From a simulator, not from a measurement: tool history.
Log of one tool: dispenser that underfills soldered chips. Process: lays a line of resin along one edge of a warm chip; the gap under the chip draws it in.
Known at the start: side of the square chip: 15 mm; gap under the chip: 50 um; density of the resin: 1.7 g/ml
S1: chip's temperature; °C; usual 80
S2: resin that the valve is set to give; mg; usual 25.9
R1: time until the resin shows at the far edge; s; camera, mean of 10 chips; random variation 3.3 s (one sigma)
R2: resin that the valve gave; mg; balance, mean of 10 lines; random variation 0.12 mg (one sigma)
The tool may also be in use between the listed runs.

run	day	S1	S2	R1	R2
1	0	80	25.9	386.2	25.19
2	0.296	80	25.9	519.5	25.04
# day 0.375: new syringe of resin
3	0.529	80	25.9	344.9	25.14
4	0.721	80	25.9	419.5	25.09
5	0.95	80	25.9	528.3	25.09
# day 0.996: new syringe of resin
6	1.271	80	25.9	397.3	24.78
# day 1.621: new syringe of resin
7	1.65	80	25.9	315.4	24.97
8	1.95	90	25.9	269	24.84
# day 2.225: new syringe of resin
9	2.233	73	25.9	411.8	24.75
# day 2.433: dispensing valve cleaned and set on the balance
10	2.667	73	30.3	569.4	30.12
# day 2.904: new syringe of resin
11	3.008	80	25.9	329.3	25.73
12	3.358	80	25.9	446.7	25.68
# day 3.525: new syringe of resin
13	3.562	80	25.9	312.6	25.62
14	3.779	80	25.9	382	25.49
15	4.1	80	25.9	520.3	25.53
# day 4.142: new syringe of resin
16	4.354	80	30.3	354.2	29.9
# day 4.75: new syringe of resin
17	4.754	80	30.3	285.6	29.92
18	5.146	80	30.3	422.1	29.83
# day 5.367: new syringe of resin
19	5.521	88	26.3	249.8	25.71
20	5.8	85	23.5	373.9	23.01
# day 5.983: new syringe of resin
21	6.104	87	29.7	237.9	29.01
22	6.488	85	26.9	382.6	26.45
# day 6.612: new syringe of resin
23	6.875	85	26.9	312.2	26.06
24	7.071	85	26.9	368.2	26.01
# day 7.229: new syringe of resin
25	7.262	80	24.8	305.9	24.04
26	7.475	80	24.8	381.5	24
# day 7.85: new syringe of resin
27	7.85	80	24.8	303.7	23.84
28	8.2	70	22.6	693.4	21.81
29	8.433	82	27	469.8	25.92
# day 8.467: new syringe of resin
30	8.825	84	30.2	343.8	28.95
# day 9.067: new syringe of resin
31	9.225	69	31.1	536.4	29.91
32	9.588	66	31.8	870.6	30.14
# day 9.683: new syringe of resin
33	9.833	66	31.8	626.8	30.44
34	10.117	66	31.8	820.2	30.29
# day 10.292: new syringe of resin
# day 10.396: dispensing valve cleaned and set on the balance
35	10.462	92	26.8	189.5	26.97

The same runs without the tool's hidden state, with the same run-to-run variation:
The hidden state here: resin's viscosity, % of fresh resin's; dose that the valve gives, % of what is set; true chip temperature over the reading, C; drift of the gauge itself on fill_s, %; drift of the gauge itself on given_mg, %.
run	R1	R2
1	332.5	25.94
2	338.8	25.83
3	329.8	25.97
4	335.2	25.95
5	341.3	25.99
6	332.2	25.71
7	332.5	25.97
8	213.4	25.88
9	457.8	25.83
10	445	30.24
11	334.2	25.89
12	327.2	25.89
13	330.9	25.86
14	330.6	25.77
15	334.1	25.86
16	325.6	30.33
17	319.6	30.42
18	329	30.4
19	235.5	26.27
20	271.7	23.55
21	237.5	29.74
22	267	27.17
23	270.2	26.85
24	265.9	26.83
25	333.1	24.83
26	340.9	24.82
27	339.2	24.7
28	561.1	22.65
29	306	26.95
30	275.1	30.18
31	540.4	31.25
32	628.2	31.58
33	624.2	31.94
34	627.2	31.85
35	193.7	26.91
